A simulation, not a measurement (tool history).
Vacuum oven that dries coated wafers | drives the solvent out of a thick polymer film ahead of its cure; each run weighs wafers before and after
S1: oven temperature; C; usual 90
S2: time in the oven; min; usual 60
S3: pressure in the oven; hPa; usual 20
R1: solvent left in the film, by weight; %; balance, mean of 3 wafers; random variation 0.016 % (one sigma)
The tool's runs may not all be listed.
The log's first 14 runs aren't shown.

run 15 hour=243.5 | S1=90 S2=60 S3=20 | R1=2.83
run 16 hour=256 | S1=90 S2=60 S3=20 | R1=2.85
run 17 hour=267.7 | S1=95 S2=60 S3=20 | R1=1.83
run 18 hour=291.8 | S1=95 S2=60 S3=20 | R1=1.84
run 19 hour=312.1 | S1=95 S2=60 S3=20 | R1=1.85
run 20 hour=333 | S1=99 S2=60 S3=20.9 | R1=1.47
run 21 hour=346.2 | S1=99 S2=60 S3=20.9 | R1=1.46
run 22 hour=366.3 | S1=94 S2=40 S3=12.7 | R1=2.66
run 23 hour=377.9 | S1=94 S2=40 S3=12.7 | R1=2.64
run 24 hour=391.7 | S1=101 S2=40 S3=23.5 | R1=1.79
run 25 hour=401.9 | S1=77 S2=49 S3=23 | R1=9.31
run 26 hour=420 | S1=88 S2=60 S3=20 | R1=3.39
-- hour=434.8 vacuum gauge cleaned of residue and calibrated
run 27 hour=435.9 | S1=93 S2=76 S3=45.5 | R1=3.36
run 28 hour=454.6 | S1=95 S2=73 S3=37 | R1=2.55
run 29 hour=467.2 | S1=94 S2=59 S3=37.8 | R1=2.99
run 30 hour=477.6 | S1=93 S2=106 S3=20 | R1=1.41
run 31 hour=489.2 | S1=93 S2=80 S3=35.3 | R1=2.63
run 32 hour=501.8 | S1=90 S2=60 S3=66.6 | R1=6.03
run 33 hour=525.5 | S1=90 S2=60 S3=66.6 | R1=6.04
run 34 hour=544.1 | S1=87 S2=52 S3=18.8 | R1=3.99
run 35 hour=568.1 | S1=87 S2=52 S3=18.8 | R1=3.99
run 36 hour=585 | S1=88 S2=69 S3=14.3 | R1=2.27
run 37 hour=605.4 | S1=77 S2=36 S3=68.8 | R1=14.17
run 38 hour=620.1 | S1=90 S2=60 S3=18 | R1=2.5

4 ways to go on from here, each from the tool as it stands after run 38. What would each give?
run A hour=634 | S1=90 S2=106 S3=79.5 | R1=?
run B hour=634 | S1=100 S2=52 S3=33.4 | R1=?
run C hour=634 | S1=84 S2=50 S3=15.7 | R1=?
run D hour=634 | S1=75 S2=37 S3=37.4 | R1=?

run=A R1=6.21
run=B R1=1.99
run=C R1=5.12
run=D R1=12.6
Without the tool's hidden state the same runs would have given:
run=A R1=6.34
run=B R1=2.04
run=C R1=5.34
run=D R1=12.83
